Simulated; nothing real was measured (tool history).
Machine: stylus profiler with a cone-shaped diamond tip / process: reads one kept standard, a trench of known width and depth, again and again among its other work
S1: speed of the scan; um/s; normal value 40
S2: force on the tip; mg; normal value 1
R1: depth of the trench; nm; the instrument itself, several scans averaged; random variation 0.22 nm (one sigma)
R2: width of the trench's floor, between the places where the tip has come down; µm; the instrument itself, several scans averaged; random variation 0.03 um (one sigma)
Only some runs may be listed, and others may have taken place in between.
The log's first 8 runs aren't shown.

run    hour   S1    S2       R1     R2
  9   350.5   11     1  1000.97  45.58
 10     390   11     1   1000.9  45.52
 11   448.4   40  1.32   1001.5  45.28
      453.1  -- height scale calibrated on a step standard
 12   511.6   40  1.51  1000.63  45.22
 13   569.9   40  1.51  1000.33  45.18
 14   638.9   40  1.51  1000.02  45.15
 15   684.6   40  1.51   999.98  45.11
 16   714.2   40  1.51   999.82  45.04
 17   781.9   40  0.45   997.82  44.75
      845.5  -- height scale calibrated on a step standard, once more
 18   845.7   15  2.16  1005.49  45.17
 19   886.9   15  2.16  1005.68  45.14
 20   940.6  128  2.29  1005.28  44.36
 21   976.6  142  0.35  1001.62  42.76
 22  1021.6  142  0.35  1002.29   42.7
 23  1084.3   11  1.79   1004.5  45.01
 24  1126.8   11  1.79   1004.9  45.03
 25  1166.7   22  2.24  1005.63  44.99
 26  1227.5   22  2.24  1005.53  44.99
 27  1294.8   22  2.24   1005.1   44.9
 28  1355.3   88     1   1003.2  44.08
 29    1388   88  0.53  1001.66  43.71
 30  1430.3   34  1.14  1002.76  44.59

Forecast run 31:
 31  1489.2  12  2.81   ?   ?

Logged for run 31: R1 1005.56 nm, R2 44.82 µm.
On a tool with no hidden condition, and with the same random variation, this run would have come out at R1 1005.96 nm, R2 46.45 µm.

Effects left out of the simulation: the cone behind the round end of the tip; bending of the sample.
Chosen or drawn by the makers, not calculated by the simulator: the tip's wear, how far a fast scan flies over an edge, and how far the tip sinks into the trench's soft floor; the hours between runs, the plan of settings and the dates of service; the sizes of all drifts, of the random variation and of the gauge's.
